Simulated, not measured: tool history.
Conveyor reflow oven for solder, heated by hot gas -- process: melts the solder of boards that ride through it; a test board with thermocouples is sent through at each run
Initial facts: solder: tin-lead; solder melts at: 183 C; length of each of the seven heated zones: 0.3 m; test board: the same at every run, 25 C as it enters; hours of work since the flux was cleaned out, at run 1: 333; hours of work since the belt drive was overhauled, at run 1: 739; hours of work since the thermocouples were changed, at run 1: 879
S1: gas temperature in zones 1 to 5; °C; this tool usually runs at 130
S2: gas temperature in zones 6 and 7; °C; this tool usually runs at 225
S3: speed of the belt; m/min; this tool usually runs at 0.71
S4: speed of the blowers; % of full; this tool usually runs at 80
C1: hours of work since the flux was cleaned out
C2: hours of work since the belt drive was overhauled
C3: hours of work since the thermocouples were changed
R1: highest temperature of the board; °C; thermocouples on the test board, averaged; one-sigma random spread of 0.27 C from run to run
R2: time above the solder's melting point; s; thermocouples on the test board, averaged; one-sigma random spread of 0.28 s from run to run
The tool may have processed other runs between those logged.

run   hour   S1   S2     S3  S4   C1    C2    C3     R1    R2
  1      0  130  225   0.71  80  333   739   879    209  31.6
  2   35.9  130  225   0.71  80  359   765   905  208.7  31.9
  3   57.8  130  225   0.71  80  375   780   921  209.7  32.1
  4     85  130  225  0.769  80  394   800   940  206.7  27.3
      97.2  -- flux residue cleaned out of gas plates and filters
  5  109.6  130  225  0.769  80    9   814   954  208.7  29.3
  6  126.4  130  225  0.701  80   21   826   966  211.7  34.3
  7  157.3  130  225   0.71  80   43   848   988  211.1  33.7
  8  192.3  130  225   0.71  80   68   873  1013    211  33.8
  9  217.9  130  225   0.71  80   86   891  1032  211.2  33.7
 10    244  130  225   0.71  80  105   910  1050  210.9  33.6
 11  267.7  130  225  0.663  80  122   927  1067  213.3    38
 12  286.5  130  225  0.663  80  136   941  1081    213  38.2
 13  301.9  130  225  0.663  80  147   952  1092    213  37.5
     324.5  -- thermocouples of zones 6 and 7 changed
 14  328.3  130  227   0.71  80  164   969     3  210.6  33.5
 15  349.5  124  225  0.709  55  179   984    18  200.5  24.2
 16  383.8  130  225   0.71  50  204  1009    43  200.6  24.3
 17  400.3  130  225   0.71  50  216  1021    54  200.9  24.7
 18  420.4  116  219  0.607  80  230  1035    69  205.2  33.7
 19  441.2  116  239  0.607  88  245  1050    84  224.9  45.1
 20  457.9  130  225   0.71  56  257  1062    96  202.7  26.1
 21  476.9  130  225   0.71  56  271  1076   109  202.4  26.6
 22    510  130  225  0.827  80  294  1099   133  202.9  23.2
 23    539  140  225  0.748  80  315  1120   154  208.4  32.3
 24  566.5  130  225  0.777  80  335  1140   173  204.8  26.5
 25  597.5  130  225  0.777  80  357  1162   196  204.8  25.6
 26  621.1  131  227  0.777  80  374  1179   213  206.8  28.1
 27  643.5  131  227  0.777  80  390  1195   229  206.5    28
     660.9  -- flux residue cleaned out of gas plates and filters
 28  679.4  130  231  0.579  80   13  1217   251    221    50

Predict each of these 4 candidate next runs independently; none follows another, all start after run 28:
  A  715.7  130  231  0.694  59  39  1243  277   ?   ?
  B  715.7  121  225  0.698  54  39  1243  277   ?   ?
  C  715.7  130  231   0.82  80  39  1243  277   ?   ?
  D  715.7  130  233    0.8  80  39  1243  277   ?   ?

run     R1    R2
  A  211.5    34
  B  202.2  25.4
  C  210.4    28
  D  212.9  30.8
Take away the tool's hidden state, keep each run's random variation, and the runs would have read:
run     R1    R2
  A  209.8  31.4
  B  200.4  22.7
  C  208.7  25.9
  D  211.2  28.6
